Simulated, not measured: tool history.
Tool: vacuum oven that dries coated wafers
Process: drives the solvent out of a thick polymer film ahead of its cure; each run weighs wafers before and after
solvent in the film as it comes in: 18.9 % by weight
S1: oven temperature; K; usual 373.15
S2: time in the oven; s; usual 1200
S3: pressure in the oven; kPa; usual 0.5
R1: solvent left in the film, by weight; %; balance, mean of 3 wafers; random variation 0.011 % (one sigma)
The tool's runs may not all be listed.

run,hour,S1,S2,S3,R1
1,0,373.15,1200,0.5,1.12
2,14.3,373.15,1200,0.5,1.09
3,33.4,373.15,1200,0.5,1.1
4,48.9,373.15,1200,0.5,1.11
5,58.5,373.15,1200,0.5,1.11
6,69.4,373.15,1200,0.802,1.29
7,79.2,373.15,1200,0.802,1.3
8,88.6,373.15,1200,0.802,1.28
9,109.7,373.15,1200,0.802,1.29
10,129.5,373.15,1200,0.802,1.3
11,142.5,373.15,1200,0.5,1.11
12,153.6,373.15,1500,0.5,0.7
13,162.7,373.15,840,0.5,2.2
14,180.7,373.15,840,0.5,2.21
15,190.9,373.15,1200,0.623,1.18
16,206,387.15,1200,0.5,0.28
17,219.5,387.15,1200,0.5,0.27
18,239.3,366.15,1200,0.5,2.25
19,257.5,374.15,1200,0.5,0.99
20,266.9,374.15,1200,0.5,0.98
21,286.4,374.15,1200,0.5,0.96
22,299.8,374.15,1200,0.5,0.99
23,317.4,373.15,1200,0.5,1.11
24,335.2,377.15,1200,1.569,1.26
25,345.4,366.15,1200,1.569,3
# hour 350.4: oven's thermocouples calibrated
26,364.5,373.15,1980,0.5,0.67
27,377.5,373.15,1980,0.5,0.69
# hour 380.9: vacuum gauge cleaned of residue and calibrated
28,395.2,373.15,1980,0.5,0.73
29,415.3,360.15,1200,0.5,4.86
# hour 420.4: vacuum gauge cleaned of residue and calibrated, once more
30,435.3,360.15,1560,0.5,3.37
31,446.8,373.15,1020,1.882,2.99
32,464,368.15,1140,1.882,3.75
33,473.2,373.15,1500,0.57,1.04
34,488.6,374.15,840,0.339,2.59
35,506,384.15,1380,0.672,0.44
36,526.7,384.15,1380,0.672,0.43
37,539.7,362.15,1380,0.31,3.23
38,550.3,362.15,1380,0.31,3.22
39,571.4,379.15,720,0.274,2.12
40,584,370.15,1020,0.274,2.6
41,593,370.15,1020,0.274,2.57
42,611.3,377.15,1200,0.5,0.98
43,622.8,386.15,1680,0.608,0.31
44,635.6,386.15,1320,0.292,0.26

Run 45 comes next. What will it give?
45,646.4,386.15,1320,0.292,?

R1: 0.22 %
Without the tool's hidden state the same run would have given R1 0.21 %.
